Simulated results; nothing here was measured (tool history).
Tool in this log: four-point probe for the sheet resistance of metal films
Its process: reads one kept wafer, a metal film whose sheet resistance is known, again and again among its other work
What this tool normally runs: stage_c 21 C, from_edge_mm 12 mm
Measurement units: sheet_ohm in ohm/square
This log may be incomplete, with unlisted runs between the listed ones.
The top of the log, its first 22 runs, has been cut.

{"run": 23, "hour": 526.8, "stage_c": 28, "from_edge_mm": 9, "sheet_ohm": 5.282282}
{"run": 24, "hour": 546.6, "stage_c": 20, "from_edge_mm": 21, "sheet_ohm": 5.327885}
{"run": 25, "hour": 571.7, "stage_c": 20, "from_edge_mm": 21, "sheet_ohm": 5.326903}
{"run": 26, "hour": 596.7, "stage_c": 27, "from_edge_mm": 20, "sheet_ohm": 5.280058}
{"run": 27, "hour": 611.7, "stage_c": 18, "from_edge_mm": 12, "sheet_ohm": 5.34767}
{"run": 28, "hour": 635.7, "stage_c": 30, "from_edge_mm": 15, "sheet_ohm": 5.260491}
{"run": 29, "hour": 663.4, "stage_c": 25, "from_edge_mm": 52, "sheet_ohm": 5.287787}
{"run": 30, "hour": 687.2, "stage_c": 25, "from_edge_mm": 4, "sheet_ohm": 5.359756}
{"run": 31, "hour": 707.2, "stage_c": 25, "from_edge_mm": 4, "sheet_ohm": 5.360253}
{"run": 32, "hour": 726.9, "stage_c": 19, "from_edge_mm": 7, "sheet_ohm": 5.355019}
{"run": 33, "hour": 761.2, "stage_c": 33, "from_edge_mm": 46, "sheet_ohm": 5.23511}
{"run": 34, "hour": 787.9, "stage_c": 33, "from_edge_mm": 46, "sheet_ohm": 5.23317}
{"run": 35, "hour": 803.0, "stage_c": 23, "from_edge_mm": 20, "sheet_ohm": 5.306356}
{"run": 36, "hour": 826.3, "stage_c": 23, "from_edge_mm": 20, "sheet_ohm": 5.304247}
{"run": 37, "hour": 857.2, "stage_c": 22, "from_edge_mm": 58, "sheet_ohm": 5.308677}
{"run": 38, "hour": 884.4, "stage_c": 32, "from_edge_mm": 58, "sheet_ohm": 5.239058}
{"run": 39, "hour": 898.4, "stage_c": 32, "from_edge_mm": 6, "sheet_ohm": 5.269645}
{"run": 40, "hour": 924.6, "stage_c": 19, "from_edge_mm": 63, "sheet_ohm": 5.329678}
{"run": 41, "hour": 948.5, "stage_c": 20, "from_edge_mm": 8, "sheet_ohm": 5.33909}
{"run": 42, "hour": 979.3, "stage_c": 21, "from_edge_mm": 20, "sheet_ohm": 5.317714}
{"run": 43, "hour": 1000.8, "stage_c": 19, "from_edge_mm": 57, "sheet_ohm": 5.330945}
{"run": 44, "hour": 1016.7, "stage_c": 21, "from_edge_mm": 7, "sheet_ohm": 5.339056}

Here are 5 independent what-if runs from the current tool condition. What would each one return?
{"run": "A", "hour": 1037.0, "stage_c": 29, "from_edge_mm": 7, "sheet_ohm": "?"}
{"run": "B", "hour": 1037.0, "stage_c": 34, "from_edge_mm": 13, "sheet_ohm": "?"}
{"run": "C", "hour": 1037.0, "stage_c": 28, "from_edge_mm": 6, "sheet_ohm": "?"}
{"run": "D", "hour": 1037.0, "stage_c": 24, "from_edge_mm": 11, "sheet_ohm": "?"}
{"run": "E", "hour": 1037.0, "stage_c": 34, "from_edge_mm": 7, "sheet_ohm": "?"}

run=A sheet_ohm=5.281514
run=B sheet_ohm=5.231528
run=C sheet_ohm=5.294943
run=D sheet_ohm=5.303471
run=E sheet_ohm=5.248313
Take away the tool's hidden state, keep each run's random variation, and the runs would have read:
run=A sheet_ohm=5.285847
run=B sheet_ohm=5.235785
run=C sheet_ohm=5.299294
run=D sheet_ohm=5.307861
run=E sheet_ohm=5.252583

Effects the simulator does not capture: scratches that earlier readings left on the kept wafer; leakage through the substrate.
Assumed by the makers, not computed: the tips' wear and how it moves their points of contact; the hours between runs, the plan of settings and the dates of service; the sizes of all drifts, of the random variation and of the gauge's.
